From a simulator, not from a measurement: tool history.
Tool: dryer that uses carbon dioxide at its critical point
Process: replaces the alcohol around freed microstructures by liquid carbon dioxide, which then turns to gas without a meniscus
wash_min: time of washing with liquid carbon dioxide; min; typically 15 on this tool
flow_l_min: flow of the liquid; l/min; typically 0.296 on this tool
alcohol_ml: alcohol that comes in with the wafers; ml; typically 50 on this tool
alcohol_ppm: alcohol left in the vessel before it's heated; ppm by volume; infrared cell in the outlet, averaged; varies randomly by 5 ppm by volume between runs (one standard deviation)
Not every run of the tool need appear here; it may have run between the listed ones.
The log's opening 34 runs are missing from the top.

{"run": 35, "hour": 292.4, "wash_min": 14, "flow_l_min": 0.296, "alcohol_ml": 101, "alcohol_ppm": 387}
{"run": 36, "hour": 298.9, "wash_min": 20, "flow_l_min": 0.296, "alcohol_ml": 101, "alcohol_ppm": 215}
{"run": 37, "hour": 307.1, "wash_min": 9, "flow_l_min": 0.296, "alcohol_ml": 90, "alcohol_ppm": 2277}
{"run": 38, "hour": 317.9, "wash_min": 18, "flow_l_min": 0.412, "alcohol_ml": 50, "alcohol_ppm": 204}
{"run": 39, "hour": 326.1, "wash_min": 15, "flow_l_min": 0.458, "alcohol_ml": 92, "alcohol_ppm": 210}
{"run": 40, "hour": 331.7, "wash_min": 15, "flow_l_min": 0.294, "alcohol_ml": 115, "alcohol_ppm": 347}
{"run": 41, "hour": 336.5, "wash_min": 15, "flow_l_min": 0.294, "alcohol_ml": 115, "alcohol_ppm": 359}
{"run": 42, "hour": 345.7, "wash_min": 15, "flow_l_min": 0.235, "alcohol_ml": 30, "alcohol_ppm": 373}
{"run": 43, "hour": 354.8, "wash_min": 15, "flow_l_min": 0.235, "alcohol_ml": 30, "alcohol_ppm": 388}
{"run": 44, "hour": 363.4, "wash_min": 22, "flow_l_min": 0.266, "alcohol_ml": 50, "alcohol_ppm": 222}
{"run": 45, "hour": 369.4, "wash_min": 22, "flow_l_min": 0.337, "alcohol_ml": 42, "alcohol_ppm": 226}
{"run": 46, "hour": 374.5, "wash_min": 22, "flow_l_min": 0.337, "alcohol_ml": 42, "alcohol_ppm": 216}
{"run": 47, "hour": 384.5, "wash_min": 10, "flow_l_min": 0.245, "alcohol_ml": 81, "alcohol_ppm": 2882}

Below are 4 alternative next runs, each starting from the tool's condition after run 47. Predict each:
{"run": "A", "hour": 395.6, "wash_min": 15, "flow_l_min": 0.473, "alcohol_ml": 84, "alcohol_ppm": "?"}
{"run": "B", "hour": 395.6, "wash_min": 15, "flow_l_min": 0.296, "alcohol_ml": 63, "alcohol_ppm": "?"}
{"run": "C", "hour": 395.6, "wash_min": 11, "flow_l_min": 0.27, "alcohol_ml": 81, "alcohol_ppm": "?"}
{"run": "D", "hour": 395.6, "wash_min": 15, "flow_l_min": 0.423, "alcohol_ml": 93, "alcohol_ppm": "?"}

run=A alcohol_ppm=233
run=B alcohol_ppm=317
run=C alcohol_ppm=1387
run=D alcohol_ppm=239
The same runs, with their run-to-run variation unchanged, on a tool lacking any hidden condition would have given:
run=A alcohol_ppm=5
run=B alcohol_ppm=58
run=C alcohol_ppm=859
run=D alcohol_ppm=11
